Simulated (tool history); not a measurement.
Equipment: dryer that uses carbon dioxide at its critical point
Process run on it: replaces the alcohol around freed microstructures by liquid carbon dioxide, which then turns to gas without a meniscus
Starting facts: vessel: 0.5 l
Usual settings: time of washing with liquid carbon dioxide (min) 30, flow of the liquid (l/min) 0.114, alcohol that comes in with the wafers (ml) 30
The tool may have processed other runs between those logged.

| run | hour | time of washing with liquid carbon dioxide (min) | flow of the liquid (l/min) | alcohol that comes in with the wafers (ml) | alcohol left in the vessel before it's heated (ppm by volume) |
|---|---|---|---|---|---|
| 1 | 0 | 30 | 0.114 | 30 | 382 |
| 2 | 30.3 | 40 | 0.114 | 30 | 113 |
| 3 | 71.5 | 40 | 0.114 | 30 | 115 |
| 4 | 104.7 | 40 | 0.114 | 30 | 102 |
| 5 | 130.3 | 40 | 0.114 | 30 | 114 |
| 6 | 161.4 | 40 | 0.114 | 30 | 121 |
| 7 | 195.9 | 30 | 0.114 | 30 | 483 |
|  | 222.9 | inlet filter changed |
| 8 | 238.9 | 30 | 0.114 | 30 | 232 |
| 9 | 262.9 | 30 | 0.114 | 30 | 237 |
|  | 287.6 | purifier's bed changed |
| 10 | 293.6 | 29 | 0.114 | 30 | 250 |
| 11 | 344.1 | 29 | 0.114 | 30 | 261 |
| 12 | 400.9 | 30 | 0.114 | 30 | 237 |
| 13 | 428.1 | 30 | 0.114 | 24 | 199 |
| 14 | 472.9 | 30 | 0.114 | 24 | 218 |
| 15 | 505.6 | 30 | 0.114 | 24 | 210 |
| 16 | 559.9 | 30 | 0.114 | 24 | 251 |
| 17 | 602.6 | 30 | 0.114 | 24 | 241 |
| 18 | 627.9 | 30 | 0.114 | 30 | 315 |
| 19 | 661.4 | 30 | 0.114 | 30 | 321 |
| 20 | 712.5 | 30 | 0.114 | 30 | 355 |
| 21 | 748.5 | 30 | 0.114 | 30 | 359 |
| 22 | 788.6 | 30 | 0.114 | 30 | 384 |
| 23 | 819.9 | 41 | 0.073 | 30 | 706 |
|  | 852.8 | inlet filter changed |
| 24 | 864.4 | 36 | 0.114 | 61 | 141 |
| 25 | 901 | 34 | 0.114 | 30 | 100 |
| 26 | 943.6 | 46 | 0.121 | 30 | 25 |
| 27 | 1002.8 | 38 | 0.139 | 54 | 41 |
| 28 | 1029.1 | 32 | 0.107 | 53 | 417 |
| 29 | 1059.1 | 32 | 0.107 | 53 | 423 |
| 30 | 1086.5 | 32 | 0.107 | 53 | 454 |
| 31 | 1110.6 | 22 | 0.192 | 47 | 131 |
| 32 | 1166.6 | 32 | 0.073 | 89 | 4336 |
| 33 | 1194.2 | 37 | 0.098 | 72 | 534 |
| 34 | 1250.5 | 24 | 0.087 | 110 | 8507 |
| 35 | 1285.9 | 30 | 0.069 | 27 | 2132 |
| 36 | 1312 | 22 | 0.069 | 53 | 10063 |
| 37 | 1364.9 | 22 | 0.069 | 53 | 10585 |
| 38 | 1406.5 | 30 | 0.118 | 49 | 546 |
| 39 | 1432.1 | 30 | 0.173 | 31 | 68 |
| 40 | 1456.8 | 41 | 0.088 | 46 | 481 |
|  | 1480.2 | inlet filter changed |
| 41 | 1502.8 | 29 | 0.114 | 30 | 258 |
| 42 | 1538.6 | 23 | 0.149 | 35 | 263 |
| 43 | 1570.7 | 23 | 0.149 | 35 | 290 |
| 44 | 1626.2 | 23 | 0.149 | 35 | 308 |

Branching from run 44: 5 alternative next runs. What would each branch give?
| A | 1654.4 | 19 | 0.096 | 75 | ? |
| B | 1654.4 | 19 | 0.147 | 29 | ? |
| C | 1654.4 | 29 | 0.078 | 30 | ? |
| D | 1654.4 | 23 | 0.149 | 50 | ? |
| E | 1654.4 | 48 | 0.191 | 92 | ? |

| run | alcohol left in the vessel before it's heated (ppm by volume) |
|---|---|
| A | 7753 |
| B | 676 |
| C | 1505 |
| D | 446 |
| E | 37 |
Stripped of hidden state, with their random variation kept, the same runs would have yielded:
| run | alcohol left in the vessel before it's heated (ppm by volume) |
|---|---|
| A | 6675 |
| B | 519 |
| C | 1230 |
| D | 320 |
| E | 9 |
